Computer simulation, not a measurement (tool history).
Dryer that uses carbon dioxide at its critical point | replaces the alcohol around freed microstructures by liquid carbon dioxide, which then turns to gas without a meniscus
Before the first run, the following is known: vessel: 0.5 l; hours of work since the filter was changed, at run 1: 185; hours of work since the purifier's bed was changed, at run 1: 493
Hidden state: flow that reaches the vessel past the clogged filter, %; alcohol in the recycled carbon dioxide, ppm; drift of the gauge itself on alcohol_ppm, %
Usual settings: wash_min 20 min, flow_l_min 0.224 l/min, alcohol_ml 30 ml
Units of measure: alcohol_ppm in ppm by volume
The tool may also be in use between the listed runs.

run	hour	wash_min	flow_l_min	alcohol_ml	hours of work since the filter was changed	hours of work since the purifier's bed was changed	alcohol_ppm
1	0	20	0.224	30	185	493	230
2	32.4	20	0.224	30	208	516	232
3	64.2	21	0.224	30	230	538	238
4	103.6	20	0.224	64	258	565	303
5	130.3	20	0.224	64	277	584	307
# hour 151.4: purifier's bed changed
6	167.1	20	0.333	30	300	11	19
7	184.3	20	0.224	112	312	23	164
8	221.4	20	0.224	112	338	49	195
9	243.9	12	0.224	30	354	65	824
10	280.9	20	0.224	30	380	91	85
11	303.1	20	0.224	30	395	106	88
12	320.3	20	0.224	30	408	118	103
13	339.5	14	0.224	30	421	132	451
14	369.4	20	0.289	30	442	153	67
# hour 402.8: inlet filter changed
15	405.8	20	0.289	30	2	178	78
16	442.3	20	0.224	30	28	203	115
17	474.6	20	0.224	30	50	226	125
18	496.1	20	0.224	30	65	241	134
19	523	20	0.159	30	84	260	382
20	540.6	20	0.153	30	96	272	449
21	581	20	0.153	30	125	300	462
22	607.7	25	0.2	30	144	319	138
23	628.8	25	0.152	106	158	334	493
24	654.1	19	0.224	49	176	351	226
25	680.4	15	0.159	24	194	370	1033
26	706.6	13	0.159	82	213	388	5266
27	727.9	20	0.166	76	228	403	768
28	755.3	17	0.324	26	247	422	168
29	790.7	17	0.299	59	272	447	205
30	829.2	17	0.344	72	299	474	190
31	869.1	30	0.224	27	327	502	191
32	904.4	20	0.224	21	351	527	241
33	940.6	21	0.149	52	377	552	851
34	975.8	17	0.309	45	401	577	247
35	999.7	20	0.224	44	418	594	293
# hour 1009: purifier's bed changed
36	1037.4	20	0.351	89	442	20	19
# hour 1070: inlet filter changed
37	1076.7	15	0.273	22	5	47	71
38	1093.4	15	0.273	22	16	58	78
39	1132.6	13	0.17	90	44	86	4202

Forecast each of these 3 alternatives for the next run:
A	1160.5	13	0.17	90	63	105	?
B	1160.5	14	0.187	82	63	105	?
C	1160.5	13	0.17	30	63	105	?

run	alcohol_ppm
A	4150
B	1964
C	1444
Take away the tool's hidden state, keep each run's random variation, and the runs would have read:
run	alcohol_ppm
A	3942
B	1831
C	1346
